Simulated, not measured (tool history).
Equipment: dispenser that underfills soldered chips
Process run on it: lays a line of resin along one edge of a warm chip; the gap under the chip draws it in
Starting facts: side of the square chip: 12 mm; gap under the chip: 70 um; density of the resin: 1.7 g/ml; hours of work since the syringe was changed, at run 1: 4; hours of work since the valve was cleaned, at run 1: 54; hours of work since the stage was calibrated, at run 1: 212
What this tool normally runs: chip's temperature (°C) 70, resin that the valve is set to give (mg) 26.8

| run | hour | chip's temperature (°C) | resin that the valve is set to give (mg) | hours of work since the syringe was changed | hours of work since the valve was cleaned | hours of work since the stage was calibrated | time until the resin shows at the far edge (s) | resin that the valve gave (mg) |
|---|---|---|---|---|---|---|---|---|
| 1 | 0 | 70 | 26.8 | 4 | 54 | 212 | 46.9 | 25.44 |
|  | 3.9 | new syringe of resin |
| 2 | 4 | 70 | 33 | 0 | 57 | 214 | 32.7 | 31.29 |
| 3 | 11.9 | 70 | 30.5 | 6 | 63 | 221 | 53.6 | 28.5 |
|  | 13.4 | new syringe of resin |
|  | 15.1 | dispensing valve cleaned and set on the balance |
| 4 | 17.1 | 70 | 26.8 | 2 | 1 | 224 | 38.4 | 26.86 |
| 5 | 20.8 | 78 | 26.8 | 5 | 4 | 226 | 34 | 26.68 |
|  | 24.3 | new syringe of resin |
| 6 | 28.6 | 70 | 23.3 | 3 | 10 | 232 | 43.4 | 23 |
|  | 34.1 | new syringe of resin |
| 7 | 35.6 | 70 | 23.3 | 1 | 15 | 238 | 36.8 | 23.14 |
| 8 | 41.8 | 64 | 24.3 | 6 | 20 | 242 | 72.2 | 24.02 |
|  | 43.9 | new syringe of resin |
| 9 | 46.4 | 67 | 29.1 | 2 | 24 | 246 | 42.7 | 28.51 |
| 10 | 51.9 | 62 | 29 | 6 | 28 | 250 | 77.4 | 28.14 |
|  | 53.5 | new syringe of resin |
| 11 | 56.2 | 58 | 26.5 | 2 | 31 | 253 | 71.1 | 25.76 |
| 12 | 62.7 | 70 | 26 | 7 | 36 | 258 | 60 | 25.25 |
|  | 63.4 | new syringe of resin |
| 13 | 68.5 | 77 | 26.6 | 4 | 40 | 262 | 32.7 | 25.66 |
|  | 72.9 | new syringe of resin |
| 14 | 76.1 | 79 | 30.3 | 3 | 46 | 268 | 26 | 28.88 |

Entry by entry between the runs, the difference in hidden state between the last listed run before and the first listed run after:
After run 1, before run 2: new syringe of resin (hour 3.9)
  resin's viscosity, % of fresh resin's: 144 -> 100.8; dose that the valve gives, % of what is set: 95.25 -> 94.96; true chip temperature over the reading, C: -1.69 -> -1.71
  measured less the result without the state, time until the resin shows at the far edge (s): +17.2 -> +2.9; resin that the valve gave (mg): -1.27 -> -1.66
After run 3, before run 4: new syringe of resin (hour 13.4); dispensing valve cleaned and set on the balance (hour 15.1)
  resin's viscosity, % of fresh resin's: 166.5 -> 120.1; dose that the valve gives, % of what is set: 94.34 -> 100.19; true chip temperature over the reading, C: -1.76 -> -1.77
  measured less the result without the state, time until the resin shows at the far edge (s): +24 -> +9.1; resin that the valve gave (mg): -1.71 -> +0.04
After run 5, before run 6: new syringe of resin (hour 24.3)
  resin's viscosity, % of fresh resin's: 152.5 -> 131.6; dose that the valve gives, % of what is set: 99.93 -> 99.32; true chip temperature over the reading, C: -1.8 -> -1.84
  measured less the result without the state, time until the resin shows at the far edge (s): +13.4 -> +13.1; resin that the valve gave (mg): -0.01 -> -0.16
After run 6, before run 7: new syringe of resin (hour 34.1)
  resin's viscosity, % of fresh resin's: 131.6 -> 109.8; dose that the valve gives, % of what is set: 99.32 -> 98.8; true chip temperature over the reading, C: -1.84 -> -1.88
  measured less the result without the state, time until the resin shows at the far edge (s): +13.1 -> +6.2; resin that the valve gave (mg): -0.16 -> -0.28
After run 8, before run 9: new syringe of resin (hour 43.9)
  resin's viscosity, % of fresh resin's: 162.5 -> 114.5; dose that the valve gives, % of what is set: 98.33 -> 97.98; true chip temperature over the reading, C: -1.91 -> -1.94
  measured less the result without the state, time until the resin shows at the far edge (s): +31.9 -> +8.8; resin that the valve gave (mg): -0.41 -> -0.59
After run 10, before run 11: new syringe of resin (hour 53.5)
  resin's viscosity, % of fresh resin's: 162.9 -> 118.9; dose that the valve gives, % of what is set: 97.51 -> 97.22; true chip temperature over the reading, C: -1.97 -> -2
  measured less the result without the state, time until the resin shows at the far edge (s): +34.4 -> +17.5; resin that the valve gave (mg): -0.72 -> -0.73
After run 12, before run 13: new syringe of resin (hour 63.4)
  resin's viscosity, % of fresh resin's: 179.7 -> 140.5; dose that the valve gives, % of what is set: 96.71 -> 96.28; true chip temperature over the reading, C: -2.04 -> -2.07
  measured less the result without the state, time until the resin shows at the far edge (s): +30 -> +11.8; resin that the valve gave (mg): -0.86 -> -1
After run 13, before run 14: new syringe of resin (hour 72.9)
  resin's viscosity, % of fresh resin's: 140.5 -> 122.5; dose that the valve gives, % of what is set: 96.28 -> 95.66; true chip temperature over the reading, C: -2.07 -> -2.11
  measured less the result without the state, time until the resin shows at the far edge (s): +11.8 -> +6.9; resin that the valve gave (mg): -1 -> -1.31
